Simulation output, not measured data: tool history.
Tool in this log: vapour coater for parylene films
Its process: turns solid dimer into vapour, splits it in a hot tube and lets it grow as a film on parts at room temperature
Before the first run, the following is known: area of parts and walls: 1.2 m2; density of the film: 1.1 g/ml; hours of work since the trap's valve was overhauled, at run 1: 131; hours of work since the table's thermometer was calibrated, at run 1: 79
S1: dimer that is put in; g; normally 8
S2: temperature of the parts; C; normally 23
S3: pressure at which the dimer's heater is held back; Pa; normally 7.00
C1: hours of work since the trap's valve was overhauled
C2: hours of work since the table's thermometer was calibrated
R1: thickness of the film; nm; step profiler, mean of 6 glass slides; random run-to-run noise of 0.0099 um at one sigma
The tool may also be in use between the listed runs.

{"run": 1, "day": 0.0, "S1": 8, "S2": 23, "S3": 7.0, "C1": 131, "C2": 79, "R1": 4305}
{"run": 2, "day": 0.375, "S1": 6, "S2": 23, "S3": 7.0, "C1": 138, "C2": 86, "R1": 3229}
{"run": 3, "day": 0.996, "S1": 8, "S2": 23, "S3": 7.0, "C1": 150, "C2": 98, "R1": 4312}
{"run": 4, "day": 1.592, "S1": 8, "S2": 23, "S3": 7.0, "C1": 161, "C2": 109, "R1": 4320}
{"run": 5, "day": 2.117, "S1": 8, "S2": 23, "S3": 7.0, "C1": 171, "C2": 119, "R1": 4323}
{"run": 6, "day": 2.508, "S1": 8, "S2": 23, "S3": 7.0, "C1": 178, "C2": 126, "R1": 4307}
{"run": 7, "day": 3.129, "S1": 8, "S2": 23, "S3": 7.0, "C1": 190, "C2": 138, "R1": 4314}
{"run": 8, "day": 3.833, "S1": 8, "S2": 23, "S3": 7.0, "C1": 203, "C2": 151, "R1": 4317}
{"run": 9, "day": 4.504, "S1": 8, "S2": 23, "S3": 7.0, "C1": 216, "C2": 164, "R1": 4318}
{"run": 10, "day": 5.075, "S1": 8, "S2": 23, "S3": 7.0, "C1": 226, "C2": 174, "R1": 4324}
{"run": 11, "day": 5.658, "S1": 8, "S2": 23, "S3": 7.0, "C1": 237, "C2": 185, "R1": 4338}
{"day": 6.392, "done": "trap's valve overhauled"}
{"run": 12, "day": 6.392, "S1": 8, "S2": 23, "S3": 7.0, "C1": 0, "C2": 196, "R1": 4333}
{"run": 13, "day": 6.842, "S1": 8, "S2": 23, "S3": 7.0, "C1": 8, "C2": 204, "R1": 4363}
{"run": 14, "day": 7.288, "S1": 8, "S2": 19, "S3": 7.0, "C1": 17, "C2": 213, "R1": 5039}
{"run": 15, "day": 7.733, "S1": 8, "S2": 23, "S3": 7.0, "C1": 25, "C2": 221, "R1": 4364}
{"run": 16, "day": 8.092, "S1": 8, "S2": 26, "S3": 7.0, "C1": 32, "C2": 228, "R1": 3912}
{"run": 17, "day": 8.438, "S1": 8, "S2": 15, "S3": 7.0, "C1": 38, "C2": 234, "R1": 5819}
{"run": 18, "day": 9.121, "S1": 8, "S2": 15, "S3": 7.0, "C1": 51, "C2": 247, "R1": 5845}
{"run": 19, "day": 9.554, "S1": 8, "S2": 23, "S3": 7.0, "C1": 59, "C2": 255, "R1": 4364}
{"run": 20, "day": 10.154, "S1": 8, "S2": 23, "S3": 7.0, "C1": 71, "C2": 266, "R1": 4353}
{"run": 21, "day": 10.771, "S1": 8, "S2": 23, "S3": 7.0, "C1": 82, "C2": 278, "R1": 4375}
{"run": 22, "day": 11.271, "S1": 8, "S2": 23, "S3": 7.0, "C1": 92, "C2": 287, "R1": 4395}
{"run": 23, "day": 11.746, "S1": 8, "S2": 23, "S3": 7.0, "C1": 100, "C2": 296, "R1": 4391}
{"run": 24, "day": 12.267, "S1": 8, "S2": 23, "S3": 7.0, "C1": 110, "C2": 306, "R1": 4385}
{"run": 25, "day": 12.921, "S1": 7, "S2": 16, "S3": 4.34, "C1": 123, "C2": 318, "R1": 5152}
{"run": 26, "day": 13.65, "S1": 14, "S2": 32, "S3": 5.52, "C1": 136, "C2": 332, "R1": 5656}
{"run": 27, "day": 13.967, "S1": 14, "S2": 32, "S3": 5.52, "C1": 142, "C2": 338, "R1": 5669}
{"run": 28, "day": 14.662, "S1": 4, "S2": 18, "S3": 5.85, "C1": 155, "C2": 351, "R1": 2671}
{"run": 29, "day": 14.988, "S1": 4, "S2": 18, "S3": 5.85, "C1": 161, "C2": 357, "R1": 2672}
{"run": 30, "day": 15.625, "S1": 8, "S2": 28, "S3": 7.0, "C1": 173, "C2": 369, "R1": 3666}
{"run": 31, "day": 16.108, "S1": 8, "S2": 28, "S3": 7.0, "C1": 182, "C2": 378, "R1": 3663}
{"run": 32, "day": 16.425, "S1": 8, "S2": 28, "S3": 7.0, "C1": 188, "C2": 384, "R1": 3680}
{"run": 33, "day": 17.158, "S1": 8, "S2": 28, "S3": 7.0, "C1": 202, "C2": 398, "R1": 3677}
{"run": 34, "day": 17.646, "S1": 10, "S2": 21, "S3": 7.48, "C1": 211, "C2": 407, "R1": 5904}
{"run": 35, "day": 18.267, "S1": 4, "S2": 27, "S3": 7.0, "C1": 223, "C2": 419, "R1": 1917}
{"run": 36, "day": 18.95, "S1": 9, "S2": 23, "S3": 2.72, "C1": 236, "C2": 432, "R1": 5371}
{"day": 19.767, "done": "trap's valve overhauled"}
{"run": 37, "day": 19.821, "S1": 9, "S2": 23, "S3": 2.72, "C1": 1, "C2": 445, "R1": 5394}
{"day": 20.138, "done": "gauge calibrated"}
{"run": 38, "day": 20.162, "S1": 10, "S2": 16, "S3": 2.72, "C1": 7, "C2": 451, "R1": 7417}
{"run": 39, "day": 20.538, "S1": 5, "S2": 20, "S3": 8.76, "C1": 14, "C2": 458, "R1": 2960}
{"run": 40, "day": 21.092, "S1": 5, "S2": 20, "S3": 8.76, "C1": 25, "C2": 469, "R1": 2961}
{"run": 41, "day": 21.638, "S1": 4, "S2": 19, "S3": 2.19, "C1": 35, "C2": 479, "R1": 2756}
{"run": 42, "day": 21.967, "S1": 6, "S2": 34, "S3": 7.0, "C1": 41, "C2": 485, "R1": 2192}
{"run": 43, "day": 22.579, "S1": 5, "S2": 23, "S3": 3.15, "C1": 53, "C2": 497, "R1": 2899}
{"run": 44, "day": 23.096, "S1": 5, "S2": 23, "S3": 7.0, "C1": 63, "C2": 506, "R1": 2705}
{"run": 45, "day": 23.525, "S1": 6, "S2": 32, "S3": 9.63, "C1": 71, "C2": 514, "R1": 2285}
{"run": 46, "day": 24.183, "S1": 6, "S2": 35, "S3": 2.33, "C1": 83, "C2": 527, "R1": 2311}
{"run": 47, "day": 24.721, "S1": 6, "S2": 35, "S3": 2.33, "C1": 93, "C2": 537, "R1": 2310}

Branching from run 47: 4 alternative next runs. What would each branch give?
{"run": "A", "day": 25.083, "S1": 8, "S2": 31, "S3": 2.33, "C1": 100, "C2": 543, "R1": "?"}
{"run": "B", "day": 25.083, "S1": 8, "S2": 34, "S3": 7.0, "C1": 100, "C2": 543, "R1": "?"}
{"run": "C", "day": 25.083, "S1": 13, "S2": 28, "S3": 5.12, "C1": 100, "C2": 543, "R1": "?"}
{"run": "D", "day": 25.083, "S1": 6, "S2": 35, "S3": 2.33, "C1": 100, "C2": 543, "R1": "?"}

run=A R1=3575
run=B R1=2928
run=C R1=6040
run=D R1=2300
Had the tool no hidden state, the same runs would have come out as:
run=A R1=3552
run=B R1=2910
run=C R1=6003
run=D R1=2285
